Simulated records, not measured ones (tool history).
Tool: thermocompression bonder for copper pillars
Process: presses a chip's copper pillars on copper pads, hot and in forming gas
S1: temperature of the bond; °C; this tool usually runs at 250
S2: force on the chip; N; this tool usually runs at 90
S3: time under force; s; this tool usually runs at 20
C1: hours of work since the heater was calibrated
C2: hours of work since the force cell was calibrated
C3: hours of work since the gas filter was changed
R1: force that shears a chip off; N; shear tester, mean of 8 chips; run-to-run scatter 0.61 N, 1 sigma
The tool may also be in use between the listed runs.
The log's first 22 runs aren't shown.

run,day,S1,S2,S3,C1,C2,C3,R1
23,31.308,250,99,44,441,86,82,72.5
24,33.067,271,59,20,459,104,100,55.6
# day 33.367: forming gas filter changed
25,34.429,250,98,33,473,118,11,74.5
26,35.608,250,98,33,485,130,23,72.5
27,37.538,260,98,21,505,150,43,72.8
28,39.446,236,81,21,525,170,63,49.1
29,40.338,261,56,20,534,179,72,52.3
30,41.342,261,123,16,544,189,83,73.1
31,42.950,240,80,16,561,206,99,45.5
# day 43.346: forming gas filter changed
32,44.712,240,80,16,579,224,14,50.1
33,46.579,240,80,16,598,243,33,48.5
34,47.812,240,80,16,611,256,46,50.4
35,49.683,226,68,16,631,275,66,33.7
36,51.212,226,68,16,646,291,81,33.7
37,53.042,279,90,20,665,310,100,73.4
# day 53.233: forming gas filter changed
38,55.092,250,90,14,686,331,19,60.4
39,56.283,266,121,19,699,344,32,78.2

What does the tool deliver on the next run?
40,58.233,251,56,10,719,364,52,?

Run 40 yielded R1 38.0 N.
With the hidden condition absent and the run-to-run variation left alone, this run would have shown R1 35.0 N.

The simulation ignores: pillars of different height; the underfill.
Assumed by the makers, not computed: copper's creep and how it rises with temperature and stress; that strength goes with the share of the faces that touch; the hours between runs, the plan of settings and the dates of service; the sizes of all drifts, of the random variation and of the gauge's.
